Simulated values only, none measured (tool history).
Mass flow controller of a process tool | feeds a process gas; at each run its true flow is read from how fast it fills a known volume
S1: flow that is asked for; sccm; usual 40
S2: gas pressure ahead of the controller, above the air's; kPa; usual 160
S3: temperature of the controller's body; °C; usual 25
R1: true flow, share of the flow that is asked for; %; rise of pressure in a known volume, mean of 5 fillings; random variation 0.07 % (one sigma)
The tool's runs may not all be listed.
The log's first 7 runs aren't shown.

run,hour,S1,S2,S3,R1
8,2817.2,40,160,25,100.7
9,3065,40,160,25,100.59
10,3506.3,40,160,36,101.09
11,3806.9,41,160,25,100.81
12,4168.4,41,160,29,100.98
13,4610.4,40,149,25,101.08
14,4884.6,40,149,25,101.09
15,5258.3,40,149,25,101.1
16,5725.1,40,149,25,101.19
17,6175,40,190,33,101.47
18,6447.3,40,190,33,101.59
19,6847.3,40,160,34,101.92
20,7104,40,160,34,101.79
21,7534.9,61,160,31,101.84
22,8052.9,13,185,22,103.47
23,8290.8,13,185,22,103.6
# hour 8316: controller's zero set anew
24,8788.3,40,160,29,102.85
25,9313.5,25,279,39,103.48
26,9776.8,25,279,39,103.66
27,10051.8,25,279,39,103.77
# hour 10239: controller's zero set anew, once more
28,10444.6,22,145,21,100.88
29,10740.6,22,145,21,101.04
30,10994.2,45,248,27,101.05
31,11509.9,88,164,27,102.05
32,11868.8,92,158,24,102.18

Forecast each of these 3 alternatives for the next run:
A,12106.7,13,208,28,?
B,12106.7,40,212,25,?
C,12106.7,40,235,24,?

run,R1
A,101.73
B,101.4
C,101.17
Without the tool's hidden state the same runs would have given:
run,R1
A,98.7
B,99.06
C,98.82
